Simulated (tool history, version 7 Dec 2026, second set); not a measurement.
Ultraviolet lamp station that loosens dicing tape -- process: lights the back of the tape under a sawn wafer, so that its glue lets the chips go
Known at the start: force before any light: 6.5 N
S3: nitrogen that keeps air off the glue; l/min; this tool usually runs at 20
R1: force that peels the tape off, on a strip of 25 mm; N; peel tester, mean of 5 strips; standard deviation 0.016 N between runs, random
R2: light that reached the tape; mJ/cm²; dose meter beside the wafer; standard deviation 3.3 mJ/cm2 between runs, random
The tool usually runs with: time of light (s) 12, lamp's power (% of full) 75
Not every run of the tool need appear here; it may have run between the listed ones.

Run 1, hour 0.0: usual settings. Result: R1 0.842 N, R2 502 mJ/cm².
Run 2, hour 26.0: usual settings but S3 10 l/min. Result: R1 1.402 N, R2 496 mJ/cm².
Run 3, hour 55.8: usual settings but S3 10 l/min. Result: R1 1.362 N, R2 487 mJ/cm².
Run 4, hour 90.4: usual settings but S3 10 l/min. Result: R1 1.314 N, R2 486 mJ/cm².
Run 5, hour 115.8: usual settings but time of light (s) 23. Result: R1 0.255 N, R2 932 mJ/cm².
Run 6, hour 147.3: usual settings. Result: R1 0.882 N, R2 480 mJ/cm².
Run 7, hour 183.3: usual settings but lamp's power (% of full) 70. Result: R1 1.007 N, R2 449 mJ/cm².
Run 8, hour 201.5: usual settings but lamp's power (% of full) 70. Result: R1 1.029 N, R2 445 mJ/cm².
Run 9, hour 224.1: usual settings but lamp's power (% of full) 70. Result: R1 1.015 N, R2 443 mJ/cm².
Run 10, hour 257.8: usual settings but lamp's power (% of full) 70. Result: R1 1.067 N, R2 442 mJ/cm².
Run 11, hour 292.7: usual settings but lamp's power (% of full) 70. Result: R1 1.056 N, R2 439 mJ/cm².
Run 12, hour 311.2: usual settings but lamp's power (% of full) 70. Result: R1 1.072 N, R2 437 mJ/cm².
Run 13, hour 339.4: usual settings but time of light (s) 10, lamp's power (% of full) 70, S3 26 l/min. Result: R1 1.274 N, R2 366 mJ/cm².
Run 14, hour 371.0: usual settings but time of light (s) 10, lamp's power (% of full) 70, S3 26 l/min. Result: R1 1.201 N, R2 358 mJ/cm².
Run 15, hour 386.5: usual settings but lamp's power (% of full) 78, S3 39 l/min. Result: R1 0.615 N, R2 478 mJ/cm².
Run 16, hour 418.3: usual settings but time of light (s) 8, lamp's power (% of full) 80, S3 40 l/min. Result: R1 1.192 N, R2 323 mJ/cm².
Run 17, hour 445.5: usual settings but time of light (s) 9, lamp's power (% of full) 71, S3 10 l/min. Result: R1 2.270 N, R2 321 mJ/cm².
Run 18, hour 463.9: usual settings but S3 12 l/min. Result: R1 1.369 N, R2 448 mJ/cm².
Run 19, hour 493.2: usual settings but time of light (s) 16, lamp's power (% of full) 86, S3 9 l/min. Result: R1 0.829 N, R2 695 mJ/cm².
Run 20, hour 513.3: usual settings but time of light (s) 17, lamp's power (% of full) 65, S3 10 l/min. Result: R1 1.133 N, R2 549 mJ/cm².
Run 21, hour 538.3: usual settings but time of light (s) 17, lamp's power (% of full) 65, S3 10 l/min. Result: R1 1.186 N, R2 545 mJ/cm².
Run 22, hour 554.2: usual settings but S3 27 l/min. Result: R1 0.858 N, R2 442 mJ/cm².

Selected run-to-run steps in R1, each split into two signed amounts: the part the tool would show with no hidden state at all (from settings, incoming material and random variation), and the remainder, which goes to the hidden state together with any gauge scatter not common to the measured and the hidden-state-free results:
Hidden conditions of the tool in this case: lamp's light, % of a new lamp's; light that the window lets through, % of a clean one's; drift of the gauge itself on peel_n, %; drift of the gauge itself on dose_mj_cm2, %.
Run 4 -> 5: time of light (s) 12 -> 23, S3 10 -> 20. R1 -1.059 N: hidden state -0.086, all else -0.973.
Run 15 -> 16: time of light (s) 12 -> 8, lamp's power (% of full) 78 -> 80, S3 39 -> 40. R1 +0.577 N: hidden state +0.097, all else +0.480.
Run 16 -> 17: time of light (s) 8 -> 9, lamp's power (% of full) 80 -> 71, S3 40 -> 10. R1 +1.078 N: hidden state +0.076, all else +1.002.
